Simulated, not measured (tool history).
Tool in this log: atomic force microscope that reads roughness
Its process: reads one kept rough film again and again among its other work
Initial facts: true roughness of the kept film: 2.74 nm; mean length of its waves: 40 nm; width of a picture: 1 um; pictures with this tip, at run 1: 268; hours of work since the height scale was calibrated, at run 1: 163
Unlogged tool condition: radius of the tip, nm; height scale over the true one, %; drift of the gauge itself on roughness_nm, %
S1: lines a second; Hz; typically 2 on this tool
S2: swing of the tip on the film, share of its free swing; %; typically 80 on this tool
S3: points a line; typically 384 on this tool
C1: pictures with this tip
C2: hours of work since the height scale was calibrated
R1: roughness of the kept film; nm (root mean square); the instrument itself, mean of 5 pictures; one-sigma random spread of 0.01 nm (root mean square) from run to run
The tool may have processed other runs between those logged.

Run 1, hour 0: usual settings; C1 268; C2 163. Result: R1 2.165 nm (root mean square).
Run 2, hour 24.9: usual settings; C1 295; C2 180. Result: R1 2.128 nm (root mean square).
Run 3, hour 59.4: usual settings; C1 332; C2 202. Result: R1 2.12 nm (root mean square).
At hour 81.7: new tip fitted.
Run 4, hour 102.3: usual settings; C1 22; C2 230. Result: R1 2.322 nm (root mean square).
Run 5, hour 138.3: usual settings; C1 61; C2 254. Result: R1 2.29 nm (root mean square).
Run 6, hour 194.9: usual settings; C1 122; C2 291. Result: R1 2.243 nm (root mean square).
Run 7, hour 220.9: usual settings; C1 150; C2 308. Result: R1 2.218 nm (root mean square).
Run 8, hour 252.2: usual settings but S1 1.86 Hz, S2 63 %, S3 303; C1 184; C2 328. Result: R1 2.377 nm (root mean square).
Run 9, hour 286.8: usual settings but S1 1.86 Hz, S2 63 %, S3 303; C1 221; C2 351. Result: R1 2.344 nm (root mean square).
Run 10, hour 317: usual settings but S2 59 %; C1 253; C2 371. Result: R1 2.344 nm (root mean square).
Run 11, hour 356.1: usual settings but S1 3.1 Hz, S2 58 %; C1 296; C2 397. Result: R1 2.276 nm (root mean square).
Run 12, hour 391.7: usual settings but S1 1.07 Hz, S2 87 %, S3 1006; C1 334; C2 420. Result: R1 2.173 nm (root mean square).
At hour 413: new tip fitted.
Run 13, hour 424: usual settings but S1 1.07 Hz, S2 59 %, S3 1006; C1 12; C2 441. Result: R1 2.585 nm (root mean square).

Alternative continuations, all from the tool just after run 13; predict every row:
Run A, hour 481.8: usual settings but S2 84 %, S3 451; C1 75; C2 479. Result: R1 ?.
Run B, hour 481.8: usual settings but S1 1.01 Hz, S2 59 %, S3 1006; C1 75; C2 479. Result: R1 ?.
Run C, hour 481.8: usual settings but S1 2.31 Hz, S3 969; C1 75; C2 479. Result: R1 ?.

run     R1
  A  2.221
  B  2.547
  C  2.244
Had the tool no hidden state, the same runs would have come out as:
run     R1
  A  2.277
  B  2.612
  C  2.301
